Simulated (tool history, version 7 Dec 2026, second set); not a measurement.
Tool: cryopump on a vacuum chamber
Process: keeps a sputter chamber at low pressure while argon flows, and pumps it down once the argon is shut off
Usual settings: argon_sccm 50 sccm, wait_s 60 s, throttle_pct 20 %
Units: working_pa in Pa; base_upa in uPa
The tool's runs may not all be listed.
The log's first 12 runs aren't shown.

run     day  argon_sccm  wait_s  throttle_pct  working_pa  base_upa
 13  14.242          50      60            20      0.2695      0.97
 14  15.225          50     112            20      0.2699      0.65
 15   16.65          50     112            20      0.2692      0.64
 16  17.658          50     112            20       0.271      0.66
 17   18.45          54      60            20       0.293      1.08
 18  19.312          54      60            20      0.2916      1.04
 19  20.908          54      60            20      0.2899      1.02
 20    22.4          54     120            20      0.2935      0.65
 21  23.275          50      60            38       0.148      1.02
 22  24.142          50      60            38      0.1473      1.02
 23  25.179          27      60            20      0.1472      1.05
 24  25.996          27      60            20      0.1482      1.03
 25  26.758          51      60            17      0.3253      1.03
 26  27.571          50      60            25       0.221      1.02
 27  29.042          25      27            41      0.0701      1.89

The next listed run, before its measurement:
 28  30.275          25      27            41           ?         ?

{"run 28": {"working_pa": 0.0698, "base_upa": 1.97}}
Without the tool's hidden state the same run would have given working_pa 0.0637 Pa, base_upa 1.85 uPa.

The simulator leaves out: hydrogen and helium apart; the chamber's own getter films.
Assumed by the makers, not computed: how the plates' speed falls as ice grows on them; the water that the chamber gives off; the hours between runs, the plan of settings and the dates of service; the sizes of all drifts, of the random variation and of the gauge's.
